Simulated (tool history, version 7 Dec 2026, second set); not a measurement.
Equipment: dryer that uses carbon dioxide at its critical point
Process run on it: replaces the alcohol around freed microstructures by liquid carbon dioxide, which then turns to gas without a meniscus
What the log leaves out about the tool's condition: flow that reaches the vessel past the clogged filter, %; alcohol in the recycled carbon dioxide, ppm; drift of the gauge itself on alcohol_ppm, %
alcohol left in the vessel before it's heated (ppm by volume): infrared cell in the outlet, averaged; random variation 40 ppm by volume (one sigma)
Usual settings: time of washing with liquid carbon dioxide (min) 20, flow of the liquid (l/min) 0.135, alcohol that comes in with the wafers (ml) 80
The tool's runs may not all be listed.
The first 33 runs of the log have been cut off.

run,hour,time of washing with liquid carbon dioxide (min),flow of the liquid (l/min),alcohol that comes in with the wafers (ml),hours of work since the filter was changed,hours of work since the purifier's bed was changed,alcohol left in the vessel before it's heated (ppm by volume)
34,723.7,20,0.118,27,33,417,1787
35,751.8,20,0.118,27,50,434,1814
36,775.8,16,0.118,33,65,449,4421
37,799.5,16,0.118,33,79,463,4328
38,818,20,0.19,80,90,474,743
39,840.7,24,0.19,80,104,488,392
40,861.4,30,0.209,80,116,500,231
41,887.7,15,0.209,80,132,516,1760
42,914.5,23,0.196,107,149,532,519
43,931,18,0.118,42,159,542,4354
44,946.4,15,0.135,80,168,552,9236
45,964.2,27,0.11,46,179,562,1688
46,982.2,20,0.135,30,190,573,1554
47,996.6,20,0.135,33,198,582,1669

Branching from run 47: 3 alternative next runs. What would each branch give?
A,1024.1,22,0.135,33,215,599,?
B,1024.1,24,0.095,25,215,599,?
C,1024.1,23,0.134,119,215,599,?

run,alcohol left in the vessel before it's heated (ppm by volume)
A,1273
B,2414
C,3539
With the hidden condition removed and each run's random variation left untouched, the same runs would have given:
run,alcohol left in the vessel before it's heated (ppm by volume)
A,719
B,1655
C,2256

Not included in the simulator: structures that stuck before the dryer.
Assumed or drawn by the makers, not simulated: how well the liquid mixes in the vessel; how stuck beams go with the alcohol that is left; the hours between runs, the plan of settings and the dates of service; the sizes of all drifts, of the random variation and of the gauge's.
